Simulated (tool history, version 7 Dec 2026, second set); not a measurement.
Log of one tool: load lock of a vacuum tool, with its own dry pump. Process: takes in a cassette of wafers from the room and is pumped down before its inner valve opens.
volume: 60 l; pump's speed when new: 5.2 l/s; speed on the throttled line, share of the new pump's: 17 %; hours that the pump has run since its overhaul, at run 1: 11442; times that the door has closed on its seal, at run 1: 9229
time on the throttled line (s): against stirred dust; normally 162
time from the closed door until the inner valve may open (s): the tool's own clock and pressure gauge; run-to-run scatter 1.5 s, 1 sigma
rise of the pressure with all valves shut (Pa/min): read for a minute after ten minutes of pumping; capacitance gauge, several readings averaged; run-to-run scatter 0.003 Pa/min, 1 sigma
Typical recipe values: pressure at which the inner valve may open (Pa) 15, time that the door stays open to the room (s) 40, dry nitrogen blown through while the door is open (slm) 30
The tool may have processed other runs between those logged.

run    hour  time on the throttled line (s)  pressure at which the inner valve may open (Pa)  time that the door stays open to the room (s)  dry nitrogen blown through while the door is open (slm)  hours that the pump has run since its overhaul  times that the door has closed on its seal  incoming humidity of the room's air, %  time from the closed door until the inner valve may open (s)  rise of the pressure with all valves shut (Pa/min)
  1     0.0                             162                                               15                                             40                                                       30                                           11442                                        9229                                    45.3                                                         245.6                                               0.050
  2    55.9                             162                                               15                                             40                                                       30                                           11498                                        9393                                    48.8                                                         247.4                                               0.046
  3   110.5                             162                                               15                                             40                                                        9                                           11553                                        9553                                    42.5                                                         247.6                                               0.058
  4   187.1                             162                                               15                                             40                                                        9                                           11630                                        9778                                    49.0                                                         246.3                                               0.064
  5   251.0                             162                                               15                                             40                                                        9                                           11693                                        9965                                    42.3                                                         246.5                                               0.062
  6   338.2                             162                                               15                                             40                                                        9                                           11781                                       10221                                    47.6                                                         248.2                                               0.068
  7   391.6                             162                                               24                                             40                                                       30                                           11834                                       10378                                    43.5                                                         240.3                                               0.047
  8   450.9                             162                                               24                                             40                                                       30                                           11893                                       10552                                    41.5                                                         241.0                                               0.044
  9   539.0                             162                                               17                                             40                                                       30                                           11981                                       10810                                    45.5                                                         246.0                                               0.052
 10   628.4                             162                                               15                                             40                                                       30                                           12071                                       11073                                    45.6                                                         248.0                                               0.048
 11   668.3                             162                                               15                                             40                                                       30                                           12111                                       11190                                    44.4                                                         249.5                                               0.048
 12   743.1                             162                                               15                                             40                                                       30                                           12186                                       11409                                    44.1                                                         246.6                                               0.055
 13   824.0                             248                                               15                                             40                                                        8                                           12266                                       11646                                    45.1                                                         320.6                                               0.073
 14   919.6                             307                                               15                                             40                                                        6                                           12362                                       11927                                    47.2                                                         362.6                                               0.076
 15   978.6                             307                                               15                                             40                                                        6                                           12421                                       12100                                    44.9                                                         365.4                                               0.072
 16  1050.0                              85                                               14                                             61                                                        7                                           12492                                       12310                                    50.2                                                         189.8                                               0.086
 17  1142.0                             162                                               15                                             40                                                        6                                           12584                                       12580                                    44.1                                                         247.7                                               0.075
 18  1191.2                             161                                               11                                             40                                                       11                                           12634                                       12724                                    44.4                                                         250.7                                               0.076
 19  1268.1                             161                                               11                                             40                                                       11                                           12710                                       12949                                    45.5                                                         250.9                                               0.069
 20  1328.4                             161                                               11                                             40                                                       11                                           12771                                       13126                                    45.1                                                         253.2                                               0.070
 21  1371.7                             161                                               11                                             40                                                       11                                           12814                                       13254                                    47.9                                                         253.3                                               0.072

What will run 22 give?
 22  1432.7                             161                                               11                                             40                                                       11                                           12875                                       13432                                    44.7                                                             ?                                                   ?

{"run 22": {"time from the closed door until the inner valve may open (s)": 252.6, "rise of the pressure with all valves shut (Pa/min)": 0.07}}
With the hidden condition absent and the run-to-run variation left alone, this run would have shown time from the closed door until the inner valve may open (s) 239.9, rise of the pressure with all valves shut (Pa/min) 0.041.
